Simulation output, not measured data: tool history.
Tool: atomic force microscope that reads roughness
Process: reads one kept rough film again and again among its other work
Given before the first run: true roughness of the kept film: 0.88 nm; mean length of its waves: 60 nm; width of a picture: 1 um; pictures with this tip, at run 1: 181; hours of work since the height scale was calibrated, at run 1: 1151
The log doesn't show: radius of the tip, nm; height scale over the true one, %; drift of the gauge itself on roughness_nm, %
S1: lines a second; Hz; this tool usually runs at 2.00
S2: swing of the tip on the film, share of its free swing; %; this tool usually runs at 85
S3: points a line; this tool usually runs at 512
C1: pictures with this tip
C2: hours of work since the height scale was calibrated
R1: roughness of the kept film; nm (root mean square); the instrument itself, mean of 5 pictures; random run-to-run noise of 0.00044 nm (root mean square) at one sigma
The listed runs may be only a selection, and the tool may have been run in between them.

{"run": 1, "hour": 0.0, "S1": 2.0, "S2": 85, "S3": 512, "C1": 181, "C2": 1151, "R1": 0.7918}
{"run": 2, "hour": 24.2, "S1": 2.0, "S2": 85, "S3": 512, "C1": 244, "C2": 1169, "R1": 0.7902}
{"hour": 54.5, "done": "new tip fitted"}
{"run": 3, "hour": 54.5, "S1": 2.0, "S2": 85, "S3": 512, "C1": 0, "C2": 1193, "R1": 0.7969}
{"run": 4, "hour": 75.9, "S1": 0.83, "S2": 85, "S3": 512, "C1": 55, "C2": 1209, "R1": 0.8433}
{"run": 5, "hour": 101.2, "S1": 2.0, "S2": 85, "S3": 512, "C1": 121, "C2": 1229, "R1": 0.7935}
{"run": 6, "hour": 128.7, "S1": 2.0, "S2": 85, "S3": 293, "C1": 192, "C2": 1250, "R1": 0.7904}
{"run": 7, "hour": 147.1, "S1": 2.0, "S2": 85, "S3": 949, "C1": 240, "C2": 1265, "R1": 0.7912}
{"run": 8, "hour": 174.0, "S1": 2.0, "S2": 86, "S3": 512, "C1": 309, "C2": 1285, "R1": 0.7859}
{"hour": 179.2, "done": "new tip fitted"}
{"run": 9, "hour": 208.1, "S1": 2.0, "S2": 86, "S3": 512, "C1": 74, "C2": 1312, "R1": 0.7932}
{"run": 10, "hour": 225.8, "S1": 2.0, "S2": 86, "S3": 512, "C1": 120, "C2": 1325, "R1": 0.7906}
{"run": 11, "hour": 257.8, "S1": 2.0, "S2": 85, "S3": 512, "C1": 203, "C2": 1350, "R1": 0.7928}
{"run": 12, "hour": 295.9, "S1": 2.0, "S2": 85, "S3": 512, "C1": 302, "C2": 1380, "R1": 0.7899}
{"hour": 306.4, "done": "new tip fitted"}
{"run": 13, "hour": 323.2, "S1": 2.94, "S2": 85, "S3": 512, "C1": 43, "C2": 1401, "R1": 0.7628}
{"run": 14, "hour": 355.6, "S1": 2.94, "S2": 85, "S3": 512, "C1": 127, "C2": 1426, "R1": 0.7605}
{"run": 15, "hour": 389.7, "S1": 2.94, "S2": 85, "S3": 512, "C1": 215, "C2": 1452, "R1": 0.7584}
{"run": 16, "hour": 413.8, "S1": 2.94, "S2": 85, "S3": 512, "C1": 278, "C2": 1471, "R1": 0.7567}
{"hour": 433.1, "done": "new tip fitted"}
{"run": 17, "hour": 437.2, "S1": 3.46, "S2": 85, "S3": 512, "C1": 11, "C2": 1489, "R1": 0.7462}
{"run": 18, "hour": 463.7, "S1": 3.46, "S2": 85, "S3": 512, "C1": 80, "C2": 1509, "R1": 0.7445}
{"run": 19, "hour": 487.3, "S1": 3.46, "S2": 85, "S3": 512, "C1": 141, "C2": 1528, "R1": 0.7425}
{"run": 20, "hour": 506.9, "S1": 1.71, "S2": 85, "S3": 512, "C1": 191, "C2": 1543, "R1": 0.8051}
{"run": 21, "hour": 528.9, "S1": 1.71, "S2": 85, "S3": 512, "C1": 248, "C2": 1560, "R1": 0.8034}
{"hour": 558.9, "done": "new tip fitted"}
{"run": 22, "hour": 562.4, "S1": 1.71, "S2": 85, "S3": 512, "C1": 9, "C2": 1586, "R1": 0.8098}
{"run": 23, "hour": 581.1, "S1": 1.71, "S2": 85, "S3": 512, "C1": 58, "C2": 1600, "R1": 0.8085}
{"run": 24, "hour": 610.1, "S1": 2.0, "S2": 85, "S3": 512, "C1": 132, "C2": 1623, "R1": 0.7953}
{"run": 25, "hour": 640.2, "S1": 2.0, "S2": 85, "S3": 512, "C1": 210, "C2": 1646, "R1": 0.7936}
{"run": 26, "hour": 669.0, "S1": 2.0, "S2": 85, "S3": 759, "C1": 285, "C2": 1669, "R1": 0.7923}
{"hour": 684.9, "done": "new tip fitted"}
{"run": 27, "hour": 698.0, "S1": 2.0, "S2": 85, "S3": 759, "C1": 34, "C2": 1691, "R1": 0.7991}
{"run": 28, "hour": 718.1, "S1": 1.79, "S2": 85, "S3": 894, "C1": 86, "C2": 1706, "R1": 0.8056}
{"run": 29, "hour": 744.8, "S1": 1.79, "S2": 85, "S3": 894, "C1": 155, "C2": 1727, "R1": 0.8041}
{"hour": 749.1, "done": "height scale calibrated on a step standard"}
{"run": 30, "hour": 766.4, "S1": 1.79, "S2": 85, "S3": 894, "C1": 208, "C2": 13, "R1": 0.8084}
{"run": 31, "hour": 788.3, "S1": 1.79, "S2": 85, "S3": 894, "C1": 265, "C2": 30, "R1": 0.807}
{"run": 32, "hour": 807.0, "S1": 1.65, "S2": 85, "S3": 512, "C1": 314, "C2": 45, "R1": 0.8111}
{"hour": 810.9, "done": "new tip fitted"}
{"run": 33, "hour": 839.0, "S1": 1.34, "S2": 85, "S3": 812, "C1": 73, "C2": 70, "R1": 0.8305}
{"run": 34, "hour": 869.0, "S1": 2.0, "S2": 71, "S3": 336, "C1": 151, "C2": 93, "R1": 0.8436}
{"run": 35, "hour": 898.1, "S1": 1.15, "S2": 77, "S3": 669, "C1": 226, "C2": 115, "R1": 0.8512}
{"hour": 921.0, "done": "height scale calibrated on a step standard, once more"}
{"run": 36, "hour": 925.4, "S1": 1.51, "S2": 85, "S3": 613, "C1": 294, "C2": 3, "R1": 0.8018}
{"hour": 937.2, "done": "new tip fitted"}
{"run": 37, "hour": 951.1, "S1": 1.51, "S2": 85, "S3": 613, "C1": 36, "C2": 23, "R1": 0.8083}
{"run": 38, "hour": 969.5, "S1": 1.51, "S2": 85, "S3": 556, "C1": 83, "C2": 37, "R1": 0.8059}
{"run": 39, "hour": 1003.1, "S1": 2.65, "S2": 85, "S3": 512, "C1": 170, "C2": 63, "R1": 0.7616}
{"run": 40, "hour": 1027.2, "S1": 2.0, "S2": 86, "S3": 512, "C1": 233, "C2": 82, "R1": 0.7802}
{"hour": 1061.9, "done": "new tip fitted"}
{"run": 41, "hour": 1062.0, "S1": 2.0, "S2": 75, "S3": 841, "C1": 1, "C2": 109, "R1": 0.8223}
{"run": 42, "hour": 1091.1, "S1": 2.0, "S2": 75, "S3": 841, "C1": 76, "C2": 131, "R1": 0.8203}
{"run": 43, "hour": 1125.9, "S1": 2.0, "S2": 86, "S3": 512, "C1": 166, "C2": 159, "R1": 0.783}
{"run": 44, "hour": 1151.3, "S1": 2.47, "S2": 63, "S3": 415, "C1": 232, "C2": 178, "R1": 0.8353}
{"run": 45, "hour": 1169.9, "S1": 2.45, "S2": 85, "S3": 750, "C1": 280, "C2": 193, "R1": 0.768}
{"hour": 1187.7, "done": "new tip fitted"}
{"run": 46, "hour": 1207.8, "S1": 1.9, "S2": 56, "S3": 850, "C1": 52, "C2": 222, "R1": 0.8581}
{"run": 47, "hour": 1233.2, "S1": 1.9, "S2": 56, "S3": 850, "C1": 117, "C2": 242, "R1": 0.8566}
{"run": 48, "hour": 1268.3, "S1": 2.0, "S2": 85, "S3": 729, "C1": 209, "C2": 269, "R1": 0.7865}
{"run": 49, "hour": 1288.4, "S1": 0.54, "S2": 85, "S3": 302, "C1": 261, "C2": 284, "R1": 0.842}
{"hour": 1313.9, "done": "new tip fitted"}
{"run": 50, "hour": 1324.8, "S1": 0.54, "S2": 85, "S3": 302, "C1": 28, "C2": 312, "R1": 0.85}
{"run": 51, "hour": 1355.6, "S1": 0.63, "S2": 80, "S3": 977, "C1": 108, "C2": 336, "R1": 0.8515}

What differs in the tool's unlogged condition from the final listed run ahead of each entry between runs to the first listed run following it?
From run 2 to run 3: new tip fitted (hour 54.5)
  radius of the tip, nm: 16 -> 7.1; height scale over the true one, %: 1 -> 1.01
  difference, measured minus the result without the unlogged condition, R1: +0.0011 -> +0.0080 nm (root mean square)
From run 8 to run 9: new tip fitted (hour 179.2)
  radius of the tip, nm: 17.5 -> 9.6; height scale over the true one, %: 1.09 -> 1.11
  difference, measured minus the result without the unlogged condition, R1: +0.0006 -> +0.0067 nm (root mean square)
From run 12 to run 13: new tip fitted (hour 306.4)
  radius of the tip, nm: 17.5 -> 8.8; height scale over the true one, %: 1.17 -> 1.18
  difference, measured minus the result without the unlogged condition, R1: +0.0013 -> +0.0076 nm (root mean square)
From run 16 to run 17: new tip fitted (hour 433.1)
  radius of the tip, nm: 16.7 -> 7.5; height scale over the true one, %: 1.24 -> 1.26
  difference, measured minus the result without the unlogged condition, R1: +0.0023 -> +0.0089 nm (root mean square)
From run 21 to run 22: new tip fitted (hour 558.9)
  radius of the tip, nm: 15.3 -> 7.7; height scale over the true one, %: 1.31 -> 1.33
  difference, measured minus the result without the unlogged condition, R1: +0.0040 -> +0.0102 nm (root mean square)
From run 26 to run 27: new tip fitted (hour 684.9)
  radius of the tip, nm: 17.3 -> 8.9; height scale over the true one, %: 1.4 -> 1.42
  difference, measured minus the result without the unlogged condition, R1: +0.0033 -> +0.0098 nm (root mean square)
From run 29 to run 30: height scale calibrated on a step standard (hour 749.1)
  radius of the tip, nm: 13 -> 15.1; height scale over the true one, %: 1.45 -> 2.17
  difference, measured minus the result without the unlogged condition, R1: +0.0069 -> +0.0111 nm (root mean square)
From run 32 to run 33: new tip fitted (hour 810.9)
  radius of the tip, nm: 18.4 -> 9.8; height scale over the true one, %: 2.19 -> 2.22
  difference, measured minus the result without the unlogged condition, R1: +0.0087 -> +0.0158 nm (root mean square)
From run 35 to run 36: height scale calibrated on a step standard, once more (hour 921.0)
  radius of the tip, nm: 14.9 -> 17; height scale over the true one, %: 2.25 -> 0.13
  difference, measured minus the result without the unlogged condition, R1: +0.0125 -> -0.0067 nm (root mean square)
From run 36 to run 37: new tip fitted (hour 937.2)
  radius of the tip, nm: 17 -> 8.5; height scale over the true one, %: 0.13 -> 0.15
  difference, measured minus the result without the unlogged condition, R1: -0.0067 -> +0.0000 nm (root mean square)
From run 40 to run 41: new tip fitted (hour 1061.9)
  radius of the tip, nm: 15.4 -> 7.2; height scale over the true one, %: 0.19 -> 0.22
  difference, measured minus the result without the unlogged condition, R1: -0.0047 -> +0.0016 nm (root mean square)
From run 45 to run 46: new tip fitted (hour 1187.7)
  radius of the tip, nm: 16.3 -> 8.8; height scale over the true one, %: 0.28 -> 0.31
  difference, measured minus the result without the unlogged condition, R1: -0.0046 -> +0.0012 nm (root mean square)
From run 49 to run 50: new tip fitted (hour 1313.9)
  radius of the tip, nm: 16.3 -> 8.5; height scale over the true one, %: 0.36 -> 0.38
  difference, measured minus the result without the unlogged condition, R1: -0.0045 -> +0.0020 nm (root mean square)
